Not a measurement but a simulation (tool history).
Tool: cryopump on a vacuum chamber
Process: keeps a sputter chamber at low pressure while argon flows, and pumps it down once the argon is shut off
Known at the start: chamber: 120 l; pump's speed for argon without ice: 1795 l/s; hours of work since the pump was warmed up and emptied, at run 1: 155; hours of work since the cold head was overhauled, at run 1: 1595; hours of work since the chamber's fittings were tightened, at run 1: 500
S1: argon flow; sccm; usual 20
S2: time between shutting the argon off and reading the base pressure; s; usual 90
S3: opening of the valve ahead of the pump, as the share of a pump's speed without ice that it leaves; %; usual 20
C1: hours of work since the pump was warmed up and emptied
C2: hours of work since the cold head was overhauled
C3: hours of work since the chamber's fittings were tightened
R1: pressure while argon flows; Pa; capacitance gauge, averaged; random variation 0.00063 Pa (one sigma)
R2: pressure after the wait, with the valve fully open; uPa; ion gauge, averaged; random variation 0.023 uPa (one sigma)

Run 1, hour 0.0: usual settings; C1 155; C2 1595; C3 500. Result: R1 0.0953 Pa, R2 1.07 uPa.
Run 2, hour 76.0: usual settings; C1 195; C2 1636; C3 541. Result: R1 0.0956 Pa, R2 1.13 uPa.
Run 3, hour 152.3: usual settings but S2 28 s; C1 236; C2 1676; C3 581. Result: R1 0.0965 Pa, R2 2.31 uPa.
Run 4, hour 211.8: usual settings but S3 51 %; C1 267; C2 1708; C3 612. Result: R1 0.0385 Pa, R2 1.17 uPa.
Run 5, hour 289.6: usual settings but S2 205 s; C1 308; C2 1749; C3 654. Result: R1 0.0970 Pa, R2 0.84 uPa.
Run 6, hour 355.6: usual settings but S2 205 s; C1 343; C2 1784; C3 689. Result: R1 0.0962 Pa, R2 0.86 uPa.
Run 7, hour 426.3: usual settings; C1 381; C2 1821; C3 726. Result: R1 0.0968 Pa, R2 1.24 uPa.
Run 8, hour 533.0: usual settings but S2 121 s; C1 437; C2 1877; C3 782. Result: R1 0.0978 Pa, R2 1.14 uPa.
Run 9, hour 622.9: usual settings but S1 31 sccm; C1 485; C2 1925; C3 830. Result: R1 0.1514 Pa, R2 1.30 uPa.
Run 10, hour 669.4: usual settings but S1 21 sccm; C1 509; C2 1950; C3 855. Result: R1 0.1034 Pa, R2 1.33 uPa.
Run 11, hour 728.5: usual settings but S1 21 sccm; C1 540; C2 1981; C3 886. Result: R1 0.1030 Pa, R2 1.33 uPa.
Run 12, hour 826.7: usual settings but S1 24 sccm, S2 43 s, S3 19 %; C1 592; C2 2033; C3 938. Result: R1 0.1241 Pa, R2 2.04 uPa.
Run 13, hour 912.8: usual settings but S1 24 sccm, S2 43 s, S3 19 %; C1 638; C2 2078; C3 983. Result: R1 0.1260 Pa, R2 2.10 uPa.
At hour 993.0: pump warmed up, emptied and cooled again.
Run 14, hour 1016.5: usual settings but S1 24 sccm, S2 43 s, S3 19 %; C1 12; C2 2131; C3 1036. Result: R1 0.1199 Pa, R2 1.96 uPa.
Run 15, hour 1063.5: usual settings but S1 30 sccm, S3 44 %; C1 37; C2 2155; C3 1060. Result: R1 0.0650 Pa, R2 1.33 uPa.
Run 16, hour 1110.8: usual settings but S1 34 sccm, S2 44 s; C1 62; C2 2180; C3 1085. Result: R1 0.1622 Pa, R2 1.88 uPa.
Run 17, hour 1202.6: usual settings but S1 34 sccm, S2 44 s; C1 111; C2 2229; C3 1134. Result: R1 0.1624 Pa, R2 2.01 uPa.
Run 18, hour 1274.5: usual settings but S1 38 sccm, S3 43 %; C1 149; C2 2267; C3 1172. Result: R1 0.0866 Pa, R2 1.40 uPa.

How the hidden state differs across the entries between the runs, from the last listed run before each to the first after it:
Between runs 13 and 14: pump warmed up, emptied and cooled again (hour 993.0)
  pump's speed, % of a pump's without ice: 82.4 -> 98.9; cold plate's temperature, K: 13.3 -> 13.33; leak into the chamber, uPa l/s: 1209 -> 1256
  measured less the result without the state, R1: +0.0055 -> +0.0009 Pa; R2: +0.68 -> +0.56 uPa
